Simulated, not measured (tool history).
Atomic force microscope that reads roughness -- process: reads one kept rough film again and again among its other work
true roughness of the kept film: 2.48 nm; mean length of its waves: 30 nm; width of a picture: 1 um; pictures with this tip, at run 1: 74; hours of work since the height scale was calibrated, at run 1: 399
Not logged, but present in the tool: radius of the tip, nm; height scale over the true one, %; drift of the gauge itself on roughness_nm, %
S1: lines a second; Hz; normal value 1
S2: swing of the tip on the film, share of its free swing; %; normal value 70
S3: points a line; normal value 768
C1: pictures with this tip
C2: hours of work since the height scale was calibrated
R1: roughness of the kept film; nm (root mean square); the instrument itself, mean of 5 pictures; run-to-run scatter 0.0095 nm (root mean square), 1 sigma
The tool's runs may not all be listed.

| run | day | S1 | S2 | S3 | C1 | C2 | R1 |
|---|---|---|---|---|---|---|---|
| 1 | 0 | 1 | 70 | 768 | 74 | 399 | 1.958 |
| 2 | 0.667 | 1 | 70 | 768 | 115 | 410 | 1.832 |
|  | 0.954 | new tip fitted |
| 3 | 1.562 | 1 | 70 | 768 | 37 | 426 | 2.041 |
| 4 | 2.362 | 1 | 70 | 768 | 85 | 440 | 1.872 |
| 5 | 2.775 | 1 | 70 | 768 | 110 | 447 | 1.818 |
|  | 3.138 | new tip fitted |
| 6 | 3.462 | 1.72 | 70 | 768 | 19 | 459 | 2.025 |
| 7 | 3.971 | 2.71 | 70 | 768 | 50 | 468 | 1.809 |
| 8 | 4.567 | 2.71 | 70 | 768 | 86 | 478 | 1.71 |
| 9 | 4.983 | 2.71 | 70 | 768 | 111 | 485 | 1.628 |
|  | 5.338 | new tip fitted |
| 10 | 5.9 | 2.71 | 69 | 768 | 34 | 501 | 1.874 |
| 11 | 6.788 | 2.71 | 69 | 768 | 87 | 517 | 1.732 |
| 12 | 7.233 | 2.71 | 69 | 768 | 114 | 524 | 1.644 |
|  | 7.55 | new tip fitted |
| 13 | 7.7 | 3.63 | 73 | 415 | 9 | 532 | 1.776 |
| 14 | 8.429 | 3.63 | 73 | 415 | 53 | 545 | 1.654 |
| 15 | 9.3 | 3.63 | 73 | 415 | 106 | 560 | 1.508 |
|  | 9.742 | new tip fitted |
| 16 | 10.042 | 1.61 | 70 | 768 | 19 | 573 | 2.049 |
| 17 | 10.788 | 1.14 | 70 | 768 | 64 | 586 | 1.934 |
| 18 | 11.804 | 1.14 | 70 | 768 | 125 | 604 | 1.751 |
|  | 11.954 | new tip fitted |
| 19 | 12.658 | 0.63 | 60 | 362 | 43 | 618 | 2.105 |
| 20 | 13.525 | 2.97 | 69 | 354 | 95 | 634 | 1.675 |
|  | 14.138 | new tip fitted |
| 21 | 14.208 | 3.24 | 70 | 266 | 4 | 645 | 1.898 |
| 22 | 15.096 | 2.28 | 61 | 734 | 58 | 661 | 1.929 |
| 23 | 15.504 | 2.28 | 61 | 272 | 83 | 668 | 1.81 |

Here are 5 independent what-if runs from the current tool condition. What would each one return?
| A | 16.188 | 2.28 | 68 | 272 | 124 | 680 | ? |
| B | 16.188 | 2.28 | 61 | 830 | 124 | 680 | ? |
| C | 16.188 | 2.55 | 70 | 508 | 124 | 680 | ? |
| D | 16.188 | 1.07 | 66 | 768 | 124 | 680 | ? |
| E | 16.188 | 1.29 | 62 | 811 | 124 | 680 | ? |

| run | R1 |
|---|---|
| A | 1.642 |
| B | 1.729 |
| C | 1.624 |
| D | 1.788 |
| E | 1.773 |
Without the tool's unlogged condition, the same runs would have read:
| run | R1 |
|---|---|
| A | 2.014 |
| B | 2.123 |
| C | 1.993 |
| D | 2.194 |
| E | 2.177 |
